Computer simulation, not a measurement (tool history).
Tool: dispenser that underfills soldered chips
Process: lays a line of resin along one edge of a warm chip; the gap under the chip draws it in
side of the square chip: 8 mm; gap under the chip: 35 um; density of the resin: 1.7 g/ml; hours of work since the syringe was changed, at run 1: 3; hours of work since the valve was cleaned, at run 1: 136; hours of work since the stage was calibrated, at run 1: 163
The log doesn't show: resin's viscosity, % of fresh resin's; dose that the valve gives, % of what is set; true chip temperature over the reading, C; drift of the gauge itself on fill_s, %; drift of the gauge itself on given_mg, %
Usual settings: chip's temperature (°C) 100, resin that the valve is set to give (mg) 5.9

run,hour,chip's temperature (°C),resin that the valve is set to give (mg),hours of work since the syringe was changed,hours of work since the valve was cleaned,hours of work since the stage was calibrated,time until the resin shows at the far edge (s),resin that the valve gave (mg)
1,0,100,5.9,3,136,163,125.1,5.3
2,4.9,100,7.58,6,139,166,151.2,6.72
3,10.6,100,7.58,10,143,170,192.7,6.56
# hour 12: new syringe of resin
# hour 14: dispensing valve cleaned and set on the balance
4,16.3,100,7.58,2,2,173,118.1,7.51
5,19.8,100,7.58,5,4,176,136.2,7.46
6,23,100,5.28,7,6,178,162.7,5.25
7,25.6,100,5.9,9,8,180,179.4,5.9
# hour 28.7: new syringe of resin
8,29.2,100,5.9,0,11,182,106.1,5.84
9,35.1,112,5.9,4,15,187,85.1,5.87
10,40.3,112,5.9,8,18,190,107,5.79
# hour 44.6: new syringe of resin
11,45.5,112,5.9,1,22,194,69,5.82
12,50.2,112,5.9,4,25,197,85.1,5.82
13,55.3,100,5.11,8,29,201,174.1,4.98
# hour 60.2: new syringe of resin
14,61.4,100,6.33,1,33,205,110,6.26
15,63.9,100,6.33,3,35,206,124.3,6.19
16,67.1,100,6.33,5,37,209,141.4,6.2
17,72.3,100,6.33,9,40,212,179.8,6.15
# hour 76: new syringe of resin
18,78.4,100,6.33,2,45,216,118.7,6.13
19,84,100,5.9,6,48,220,151.2,5.61
20,89.8,109,7.48,10,53,224,138.5,7.3
# hour 91.8: new syringe of resin
21,94.3,106,5.19,2,55,227,94.6,4.94
22,97,107,5.9,4,57,229,101.5,5.71
23,102.2,103,6.4,7,61,233,142.5,6.09
# hour 107.4: new syringe of resin
24,108.4,88,6.4,1,65,237,178,6.13
25,114.5,115,5.9,5,69,241,82.7,5.5
26,119.2,111,6.11,8,73,245,115.1,5.81

Forecast run 27:
# hour 123: new syringe of resin
27,123.2,114,7.2,0,75,247,?,?

time until the resin shows at the far edge (s): 60.7
resin that the valve gave (mg): 6.74
Without the tool's hidden state the same run would have given time until the resin shows at the far edge (s) 57.6, resin that the valve gave (mg) 7.16.
